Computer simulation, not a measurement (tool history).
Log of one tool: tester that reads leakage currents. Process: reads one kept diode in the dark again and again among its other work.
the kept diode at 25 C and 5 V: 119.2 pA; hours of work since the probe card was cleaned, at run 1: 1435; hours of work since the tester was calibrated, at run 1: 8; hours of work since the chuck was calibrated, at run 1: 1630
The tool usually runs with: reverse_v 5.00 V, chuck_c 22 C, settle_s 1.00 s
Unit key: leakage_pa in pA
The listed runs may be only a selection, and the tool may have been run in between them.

run   hour  reverse_v  chuck_c  settle_s  hours of work since the probe card was cleaned  hours of work since the tester was calibrated  hours of work since the chuck was calibrated  leakage_pa
  1    0.0       5.00       22      1.00                                            1435                                              8                                          1630       91.91
  2   29.9       5.00       22      1.00                                            1455                                             28                                          1649       92.16
  3   60.9       5.00       22      1.00                                            1475                                             48                                          1670       92.62
  4   87.7       5.00       22      1.00                                            1493                                             65                                          1687       92.48
  5  115.4       5.00       22      1.29                                            1511                                             84                                          1705       92.13
  6  133.8       5.00       22      1.29                                            1523                                             96                                          1717       92.18
  7  161.3       5.00       22      8.72                                            1541                                            114                                          1735       91.81
  8  188.1       5.00       22      8.72                                            1558                                            131                                          1753       91.14
  9  222.1      16.37       22      8.72                                            1581                                            153                                          1775      159.99
 10  241.9      16.37       22      8.72                                            1593                                            166                                          1788      160.07
 11  265.8      16.37       22      8.72                                            1609                                            182                                          1804      160.36
 12  302.4       3.58       22      4.14                                            1633                                            206                                          1828       78.35
     336.6  -- chuck's temperature calibrated
 13  341.5       3.58       22      4.14                                            1657                                            230                                             3       78.26
 14  363.1       3.58       22      4.14                                            1671                                            244                                            17       78.38
 15  379.7       8.25       57      4.14                                            1682                                            255                                            28     1878.95
 16  396.1       8.25       38      4.14                                            1693                                            266                                            39      448.40
 17  424.6       8.25       38      4.14                                            1712                                            285                                            58      447.25
 18  459.7       8.25       38      4.14                                            1735                                            308                                            81      445.47
 19  480.7       8.61       54      1.00                                            1748                                            321                                            94     1547.66

For run 20, what comes out?
 20  505.8       9.70       22      2.22                                            1765                                            338                                           111           ?

leakage_pa: 125.69 pA
Had the tool carried no hidden state, the very same run would have given leakage_pa 125.52 pA.

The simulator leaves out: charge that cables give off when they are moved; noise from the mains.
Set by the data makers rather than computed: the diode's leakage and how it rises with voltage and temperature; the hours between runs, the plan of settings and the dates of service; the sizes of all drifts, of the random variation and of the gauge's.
